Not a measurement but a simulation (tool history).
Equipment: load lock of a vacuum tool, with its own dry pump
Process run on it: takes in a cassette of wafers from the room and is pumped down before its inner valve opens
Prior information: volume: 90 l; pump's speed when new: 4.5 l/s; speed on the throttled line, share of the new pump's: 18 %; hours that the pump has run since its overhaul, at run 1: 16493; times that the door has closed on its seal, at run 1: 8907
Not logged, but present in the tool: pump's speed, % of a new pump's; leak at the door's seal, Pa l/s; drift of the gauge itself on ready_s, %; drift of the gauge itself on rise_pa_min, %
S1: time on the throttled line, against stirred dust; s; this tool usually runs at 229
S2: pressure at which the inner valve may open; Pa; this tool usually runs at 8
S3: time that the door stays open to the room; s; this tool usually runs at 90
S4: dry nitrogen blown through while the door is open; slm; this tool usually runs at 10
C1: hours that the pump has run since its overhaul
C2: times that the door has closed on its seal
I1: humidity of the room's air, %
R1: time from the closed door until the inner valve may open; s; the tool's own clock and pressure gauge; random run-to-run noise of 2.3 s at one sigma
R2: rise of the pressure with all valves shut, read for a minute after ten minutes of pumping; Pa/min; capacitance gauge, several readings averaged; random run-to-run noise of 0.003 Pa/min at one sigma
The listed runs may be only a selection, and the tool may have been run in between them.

run,day,S1,S2,S3,S4,C1,C2,I1,R1,R2
1,0.000,229,8,90,10,16493,8907,45.8,402.8,0.038
2,6.329,229,8,31,10,16645,9073,42.9,403.0,0.034
3,12.850,229,8,90,10,16801,9245,44.3,403.8,0.037
4,19.925,229,8,90,10,16971,9431,42.9,401.2,0.045
5,27.996,229,7,90,10,17165,9643,44.6,407.5,0.047
6,31.838,229,7,90,10,17257,9744,45.7,408.7,0.046
7,36.429,229,7,223,10,17367,9865,45.9,408.0,0.055
8,41.312,229,14,90,10,17484,9993,44.7,387.6,0.042
9,45.983,229,8,90,10,17597,10116,41.3,402.5,0.041
10,49.846,229,8,90,10,17689,10218,48.6,400.3,0.046
11,55.171,229,8,90,10,17817,10358,46.4,406.8,0.040
12,59.579,229,8,90,10,17923,10474,43.4,404.6,0.048
13,63.833,229,8,90,10,18025,10586,45.5,410.5,0.045
14,68.800,229,8,90,10,18144,10716,45.0,403.5,0.044
15,78.108,229,8,90,10,18368,10961,41.7,407.4,0.049
16,82.721,271,8,87,10,18478,11082,45.7,440.4,0.043
17,88.279,271,6,87,10,18612,11229,41.9,450.8,0.050
18,92.517,229,8,46,7,18713,11340,45.3,406.9,0.043
19,98.271,384,12,82,19,18851,11491,44.4,517.0,0.044
20,106.354,384,12,82,19,19045,11704,43.5,517.9,0.039
21,115.433,384,12,82,19,19263,11943,43.3,518.9,0.047
22,121.792,384,12,82,19,19416,12110,46.1,523.0,0.050
23,126.558,384,12,149,8,19530,12235,46.4,517.0,0.060
24,133.346,384,12,149,8,19693,12414,45.3,514.9,0.059
25,140.792,352,12,205,10,19872,12610,47.8,495.0,0.056
26,146.871,124,8,161,30,20018,12770,44.3,327.4,0.048
27,153.392,124,8,161,30,20174,12941,44.7,325.6,0.048
28,160.592,124,8,161,30,20347,13130,45.9,326.2,0.053

Branching from run 28: 5 alternative next runs. What would each branch give?
A,168.221,399,8,90,10,20530,13331,48.2,?,?
B,168.221,131,8,41,10,20530,13331,44.8,?,?
C,168.221,292,8,161,30,20530,13331,43.5,?,?
D,168.221,124,7,161,30,20530,13331,43.7,?,?
E,168.221,124,8,174,9,20530,13331,45.6,?,?

run,R1,R2
A,546.8,0.054
B,331.8,0.050
C,457.3,0.046
D,329.1,0.051
E,328.8,0.062
Take away the tool's hidden state, keep each run's random variation, and the runs would have read:
run,R1,R2
A,521.9,0.024
B,297.2,0.020
C,428.7,0.017
D,293.7,0.021
E,293.7,0.032
